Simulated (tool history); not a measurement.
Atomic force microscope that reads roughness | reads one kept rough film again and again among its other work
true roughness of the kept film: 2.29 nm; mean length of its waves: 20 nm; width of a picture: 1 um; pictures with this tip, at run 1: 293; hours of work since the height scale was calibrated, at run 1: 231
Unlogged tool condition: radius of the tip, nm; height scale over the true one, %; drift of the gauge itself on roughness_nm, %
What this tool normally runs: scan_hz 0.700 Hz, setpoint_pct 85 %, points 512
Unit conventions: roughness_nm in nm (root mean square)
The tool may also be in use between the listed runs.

| run | day | scan_hz | setpoint_pct | points | pictures with this tip | hours of work since the height scale was calibrated | roughness_nm |
|---|---|---|---|---|---|---|---|
| 1 | 0.000 | 0.700 | 85 | 512 | 293 | 231 | 1.778 |
| 2 | 0.504 | 0.700 | 85 | 512 | 319 | 239 | 1.780 |
| 3 | 1.050 | 0.700 | 85 | 512 | 348 | 249 | 1.783 |
|  | 1.117 | new tip fitted |
| 4 | 1.533 | 0.700 | 85 | 512 | 22 | 256 | 1.779 |
| 5 | 1.933 | 0.700 | 85 | 512 | 43 | 263 | 1.791 |
| 6 | 2.446 | 0.700 | 85 | 512 | 70 | 272 | 1.783 |
| 7 | 3.162 | 0.700 | 85 | 370 | 107 | 284 | 1.761 |
| 8 | 3.646 | 1.723 | 85 | 512 | 133 | 292 | 1.574 |
| 9 | 4.092 | 1.723 | 85 | 512 | 156 | 300 | 1.576 |
| 10 | 4.721 | 1.723 | 85 | 512 | 190 | 310 | 1.568 |
| 11 | 5.317 | 1.723 | 85 | 512 | 221 | 320 | 1.581 |
| 12 | 5.804 | 1.723 | 85 | 512 | 247 | 329 | 1.572 |
| 13 | 6.300 | 1.723 | 85 | 512 | 273 | 337 | 1.571 |
| 14 | 6.788 | 1.723 | 67 | 512 | 299 | 345 | 1.786 |
| 15 | 7.079 | 1.723 | 67 | 512 | 314 | 350 | 1.792 |
| 16 | 7.567 | 1.723 | 67 | 512 | 340 | 358 | 1.790 |
|  | 7.771 | new tip fitted |
| 17 | 8.029 | 1.723 | 67 | 512 | 13 | 366 | 1.778 |
| 18 | 8.571 | 1.723 | 67 | 512 | 42 | 375 | 1.790 |
| 19 | 9.221 | 0.700 | 85 | 512 | 76 | 386 | 1.783 |
| 20 | 9.921 | 0.700 | 85 | 512 | 113 | 398 | 1.778 |
| 21 | 10.342 | 0.700 | 85 | 521 | 135 | 405 | 1.787 |
| 22 | 11.071 | 0.700 | 85 | 521 | 174 | 417 | 1.777 |
| 23 | 11.512 | 0.700 | 85 | 521 | 197 | 425 | 1.779 |
| 24 | 12.017 | 0.700 | 85 | 521 | 224 | 433 | 1.779 |
| 25 | 12.375 | 0.700 | 85 | 521 | 242 | 439 | 1.778 |
| 26 | 12.775 | 1.074 | 85 | 412 | 264 | 446 | 1.696 |
| 27 | 13.429 | 1.074 | 61 | 509 | 298 | 457 | 1.889 |
| 28 | 13.733 | 2.296 | 85 | 512 | 314 | 462 | 1.487 |
| 29 | 14.042 | 0.700 | 73 | 512 | 330 | 468 | 1.849 |
|  | 14.429 | new tip fitted |
| 30 | 14.650 | 0.906 | 85 | 465 | 11 | 478 | 1.735 |
| 31 | 15.204 | 0.906 | 85 | 465 | 41 | 487 | 1.736 |
| 32 | 15.771 | 0.702 | 85 | 512 | 70 | 496 | 1.770 |
| 33 | 16.108 | 0.702 | 85 | 615 | 88 | 502 | 1.787 |
| 34 | 16.512 | 2.341 | 69 | 435 | 110 | 509 | 1.708 |
| 35 | 17.092 | 2.341 | 69 | 435 | 140 | 519 | 1.712 |
| 36 | 17.450 | 2.341 | 69 | 435 | 159 | 525 | 1.693 |
| 37 | 18.017 | 2.308 | 65 | 411 | 189 | 534 | 1.735 |
| 38 | 18.338 | 0.951 | 75 | 411 | 206 | 540 | 1.795 |
| 39 | 18.708 | 1.004 | 67 | 411 | 225 | 546 | 1.836 |
| 40 | 19.067 | 2.858 | 78 | 314 | 244 | 552 | 1.499 |
| 41 | 19.408 | 3.767 | 78 | 314 | 262 | 558 | 1.405 |
| 42 | 19.746 | 1.556 | 86 | 545 | 280 | 564 | 1.597 |
| 43 | 20.233 | 1.556 | 86 | 545 | 306 | 572 | 1.590 |
| 44 | 20.742 | 0.700 | 71 | 770 | 333 | 581 | 1.881 |
|  | 21.079 | new tip fitted |
| 45 | 21.438 | 0.700 | 61 | 761 | 19 | 592 | 1.910 |
| 46 | 21.892 | 1.939 | 67 | 568 | 43 | 600 | 1.774 |
| 47 | 22.375 | 1.939 | 67 | 568 | 69 | 608 | 1.774 |
| 48 | 22.738 | 0.956 | 57 | 276 | 88 | 614 | 1.854 |

What if the next run were any one of these 5? Each begins from the tool's condition after run 48:
| A | 23.258 | 0.700 | 57 | 558 | 115 | 623 | ? |
| B | 23.258 | 0.813 | 61 | 959 | 115 | 623 | ? |
| C | 23.258 | 0.956 | 57 | 653 | 115 | 623 | ? |
| D | 23.258 | 1.919 | 85 | 276 | 115 | 623 | ? |
| E | 23.258 | 0.700 | 76 | 512 | 115 | 623 | ? |

| run | roughness_nm |
|---|---|
| A | 1.928 |
| B | 1.906 |
| C | 1.924 |
| D | 1.503 |
| E | 1.854 |
Take away the tool's hidden state, keep each run's random variation, and the runs would have read:
| run | roughness_nm |
|---|---|
| A | 1.929 |
| B | 1.907 |
| C | 1.925 |
| D | 1.504 |
| E | 1.855 |

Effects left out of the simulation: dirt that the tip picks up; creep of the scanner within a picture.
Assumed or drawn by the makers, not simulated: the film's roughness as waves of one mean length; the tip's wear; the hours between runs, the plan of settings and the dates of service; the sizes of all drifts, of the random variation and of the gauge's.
